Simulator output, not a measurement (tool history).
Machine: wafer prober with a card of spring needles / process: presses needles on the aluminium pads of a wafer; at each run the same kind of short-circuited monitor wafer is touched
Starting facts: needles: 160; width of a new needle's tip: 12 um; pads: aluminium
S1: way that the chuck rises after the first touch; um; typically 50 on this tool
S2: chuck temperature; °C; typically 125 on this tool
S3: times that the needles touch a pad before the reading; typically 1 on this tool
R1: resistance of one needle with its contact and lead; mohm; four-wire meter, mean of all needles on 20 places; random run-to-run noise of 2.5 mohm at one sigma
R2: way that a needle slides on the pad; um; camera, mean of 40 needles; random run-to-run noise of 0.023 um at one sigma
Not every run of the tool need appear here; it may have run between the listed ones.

run 1 hour=0 | S1=50 S2=125 S3=1 | R1=290 R2=9.37
-- hour=10.7 tips cleaned on abrasive film
run 2 hour=12.7 | S1=50 S2=125 S3=1 | R1=290 R2=9.36
run 3 hour=20.4 | S1=50 S2=125 S3=1 | R1=291 R2=9.35
-- hour=21.2 tips cleaned on abrasive film
run 4 hour=30.1 | S1=50 S2=125 S3=1 | R1=295 R2=9.39
-- hour=31.3 tips cleaned on abrasive film
run 5 hour=37.6 | S1=62 S2=125 S3=1 | R1=289 R2=11.61
-- hour=41.7 tips cleaned on abrasive film
run 6 hour=47.1 | S1=50 S2=125 S3=1 | R1=291 R2=9.39
-- hour=52.3 tips cleaned on abrasive film
run 7 hour=55.3 | S1=50 S2=125 S3=1 | R1=290 R2=9.38
-- hour=62.7 tips cleaned on abrasive film
run 8 hour=67 | S1=50 S2=125 S3=1 | R1=294 R2=9.36
-- hour=73.5 tips cleaned on abrasive film
run 9 hour=74.8 | S1=50 S2=30 S3=1 | R1=263 R2=9.39
run 10 hour=82.8 | S1=46 S2=125 S3=1 | R1=296 R2=8.6
-- hour=83.9 tips cleaned on abrasive film
run 11 hour=91.9 | S1=46 S2=79 S3=1 | R1=284 R2=8.63
-- hour=94.5 tips cleaned on abrasive film
run 12 hour=103.3 | S1=46 S2=79 S3=1 | R1=283 R2=8.63
-- hour=105 tips cleaned on abrasive film
run 13 hour=114.4 | S1=46 S2=26 S3=1 | R1=266 R2=8.59
-- hour=115 tips cleaned on abrasive film
run 14 hour=123.5 | S1=46 S2=26 S3=1 | R1=264 R2=8.62
-- hour=125.1 tips cleaned on abrasive film
run 15 hour=129 | S1=31 S2=45 S3=1 | R1=276 R2=5.79
-- hour=135.3 tips cleaned on abrasive film
run 16 hour=137.4 | S1=31 S2=45 S3=1 | R1=273 R2=5.79
-- hour=144.4 height of the first contact set anew
-- hour=145.7 tips cleaned on abrasive film
run 17 hour=149.1 | S1=31 S2=45 S3=1 | R1=275 R2=5.81
-- hour=155.8 tips cleaned on abrasive film
run 18 hour=158.2 | S1=31 S2=106 S3=1 | R1=301 R2=5.8
run 19 hour=165.4 | S1=43 S2=31 S3=2 | R1=265 R2=8.05
-- hour=166.6 tips cleaned on abrasive film
-- hour=176.7 tips cleaned on abrasive film
run 20 hour=177 | S1=50 S2=27 S3=1 | R1=260 R2=9.38
run 21 hour=186.2 | S1=50 S2=27 S3=1 | R1=262 R2=9.37
-- hour=187.4 tips cleaned on abrasive film
run 22 hour=195.7 | S1=34 S2=38 S3=2 | R1=276 R2=6.39
-- hour=197.9 tips cleaned on abrasive film
run 23 hour=205 | S1=50 S2=57 S3=1 | R1=272 R2=9.36
-- hour=208.2 tips cleaned on abrasive film
run 24 hour=211.5 | S1=50 S2=57 S3=1 | R1=272 R2=9.37

Below are 3 alternative next runs, each starting from the tool's condition after run 24. Predict each:
-- hour=218.9 tips cleaned on abrasive film
run A hour=220.8 | S1=39 S2=125 S3=1 | R1=? R2=?
-- hour=218.9 tips cleaned on abrasive film
run B hour=220.8 | S1=56 S2=39 S3=1 | R1=? R2=?
-- hour=218.9 tips cleaned on abrasive film
run C hour=220.8 | S1=37 S2=33 S3=1 | R1=? R2=?

run=A R1=299 R2=7.27
run=B R1=268 R2=10.47
run=C R1=268 R2=6.92
Without the tool's hidden state the same runs would have given:
run=A R1=299 R2=7.28
run=B R1=267 R2=10.47
run=C R1=268 R2=6.92
